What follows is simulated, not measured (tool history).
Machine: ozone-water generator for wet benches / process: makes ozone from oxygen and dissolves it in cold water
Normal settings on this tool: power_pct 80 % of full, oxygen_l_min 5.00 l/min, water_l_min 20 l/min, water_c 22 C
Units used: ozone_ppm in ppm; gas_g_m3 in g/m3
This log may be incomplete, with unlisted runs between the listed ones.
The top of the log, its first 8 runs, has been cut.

run    hour  power_pct  oxygen_l_min  water_l_min  water_c  ozone_ppm  gas_g_m3
  9   874.1         80          5.00           15       22       23.9     180.7
 10   937.1         80          5.00           24       22       16.6     179.3
 11  1066.7         80          5.00           24       22       16.7     180.9
 12  1150.1         80          5.00           21       22       18.7     179.9
 13  1255.2         80          5.00           21       22       18.9     178.6
 14  1316.1         80          5.00           20       22       19.3     178.9
 15  1423.5         80          5.00           20       22       19.4     179.1
 16  1489.1         80          5.00           20       22       19.3     178.0
 17  1567.8         80          5.00           20       22       19.3     178.9
 18  1706.6         80          5.00           22       19       18.7     178.3
 19  1828.9         80          5.00           22       19       18.5     179.6
 20  1900.4         80          5.00           22       19       18.5     178.6
 21  1992.0         51          2.58           20       17       13.7     181.1
 22  2092.5         43          8.30           31       23        7.5      78.7
 23  2233.9         80          5.00           18       22       20.9     176.4
 24  2335.2         80          5.00           20       27       17.6     176.9
     2347.5  -- water thermometer calibrated
 25  2442.2         43          5.00           18       22       12.5     107.0
 26  2540.4         80          3.25           20       22       19.1     224.7
 27  2632.0         80          3.25           20       22       18.8     226.9
 28  2691.9         98          2.75           27       22       16.0     292.9
     2773.2  -- water thermometer calibrated, once more
 29  2773.4         80          5.71           20       20       19.5     160.7
 30  2914.9         43          5.00           31       22        7.6     108.0
 31  2977.6         43          5.00           31       22        7.7     106.8
 32  3048.1         80          3.62           21       22       18.4     210.0
 33  3190.5         47          3.62           21       14       13.0     138.5

Each row is a separate what-if for the run after 33, all from the same tool condition, not one after another. Results?
  A  3269.8         80          5.00           26       22          ?         ?
  B  3269.8         80          5.37           20       22          ?         ?
  C  3269.8         47          3.36           16       19          ?         ?
  D  3269.8         80          5.00           20       24          ?         ?

run  ozone_ppm  gas_g_m3
  A       14.8     173.1
  B       18.5     166.9
  C       15.5     143.7
  D       18.2     174.3
Without the tool's unlogged condition, the same runs would have read:
run  ozone_ppm  gas_g_m3
  A       16.9     185.5
  B       20.9     178.9
  C       16.8     149.8
  D       20.5     186.8

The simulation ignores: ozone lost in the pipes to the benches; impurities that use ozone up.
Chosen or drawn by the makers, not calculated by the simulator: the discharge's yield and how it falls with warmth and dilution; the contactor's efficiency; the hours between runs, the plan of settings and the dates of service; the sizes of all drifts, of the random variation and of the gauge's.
